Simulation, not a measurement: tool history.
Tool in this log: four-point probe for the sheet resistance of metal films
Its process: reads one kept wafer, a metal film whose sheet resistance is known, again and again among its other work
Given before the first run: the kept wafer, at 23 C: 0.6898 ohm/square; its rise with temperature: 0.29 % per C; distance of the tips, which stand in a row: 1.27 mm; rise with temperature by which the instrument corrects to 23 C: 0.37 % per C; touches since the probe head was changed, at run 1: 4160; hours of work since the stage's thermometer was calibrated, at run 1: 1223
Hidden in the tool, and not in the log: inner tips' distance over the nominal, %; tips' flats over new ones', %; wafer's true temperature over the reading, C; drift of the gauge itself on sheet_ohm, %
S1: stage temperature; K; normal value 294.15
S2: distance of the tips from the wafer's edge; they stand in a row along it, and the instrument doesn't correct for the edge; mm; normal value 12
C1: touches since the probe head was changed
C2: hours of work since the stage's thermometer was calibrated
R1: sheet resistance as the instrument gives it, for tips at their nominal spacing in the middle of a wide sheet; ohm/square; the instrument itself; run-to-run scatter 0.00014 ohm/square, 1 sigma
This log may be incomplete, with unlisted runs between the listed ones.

run    hour      S1  S2      C1    C2        R1
  1     0.0  294.15  12    4160  1223  0.696440
  2    50.6  294.15  12    6132  1250  0.696657
  3   137.5  294.15  16    9520  1297  0.694463
  4   235.1  294.15  16   13328  1350  0.694640
  5   316.9  296.15  12   16518  1395  0.695244
  6   372.0  296.15  12   18666  1425  0.695118
  7   427.4  296.15  12   20823  1455  0.695131
  8   499.9  294.15  12   23651  1494  0.696077
  9   550.4  294.15  12   25622  1522  0.696110
 10   609.8  294.15  12   27935  1554  0.696138
 11   664.9  294.15  12   30085  1584  0.696176
 12   759.4  294.15  12   33769  1635  0.695866
 13   818.8  294.15  12   36088  1667  0.695830
 14   873.3  294.15  12   38210  1697  0.695834
 15   942.4  294.15  12   40907  1734  0.695806
 16  1029.7  300.15  12   44308  1782  0.692299
 17  1106.0  300.15  55   47286  1823  0.688662
 18  1173.9  294.15  12   49933  1860  0.695820
 19  1266.1  294.15  12   53529  1910  0.695628
 20  1337.1  294.15  12   56298  1949  0.695306
 21  1429.6  294.15   3   59902  1999  0.751630
 22  1476.6  294.15   3   61735  2024  0.751601
 23  1558.0  294.15   3   64912  2068  0.751687
 24  1619.1  293.15   4   67293  2102  0.726827
 25  1664.7  306.15  70   69069  2126  0.684642
 26  1758.3  306.15  70   72721  2177  0.684754
 27  1810.3  295.15   3   74748  2205  0.750561
 28  1893.4  298.15   3   77988  2250  0.748393
 29  1956.7  304.15   3   80458  2285  0.745264
 30  2038.4  297.15  24   83641  2329  0.690395
 31  2091.8  297.15  24   85723  2358  0.690089
 32  2160.8  301.15  15   88415  2396  0.689501
 33  2243.3  293.15  23   91630  2440  0.692259
     2287.8  -- stage's thermometer calibrated
 34  2320.4  292.15  12   94619    18  0.694449
 35  2419.3  304.15  12   98476    71  0.687860
 36  2503.3  304.15  12  101752   117  0.687606
 37  2566.7  304.15  12  104222   151  0.688025
 38  2656.1  301.15  12  107710   200  0.689250
 39  2709.0  301.15  12  109771   229  0.689054
 40  2758.3  293.15   7  111694   255  0.701453
 41  2820.7  293.15   7  114125   289  0.701195
 42  2911.8  303.15  42  117677   339  0.684187
 43  3006.9  304.15  35  121388   390  0.683830
 44  3070.4  304.15  35  123864   425  0.683647

Alternative continuations, all from the tool just after run 44; predict every row:
  A  3115.0  307.15  14  125602  449   ?
  B  3115.0  298.15   8  125602  449   ?
  C  3115.0  303.15  57  125602  449   ?

run        R1
  A  0.684444
  B  0.695689
  C  0.683897
With no hidden state in the tool, these same runs would have given:
run        R1
  A  0.686823
  B  0.698100
  C  0.686272

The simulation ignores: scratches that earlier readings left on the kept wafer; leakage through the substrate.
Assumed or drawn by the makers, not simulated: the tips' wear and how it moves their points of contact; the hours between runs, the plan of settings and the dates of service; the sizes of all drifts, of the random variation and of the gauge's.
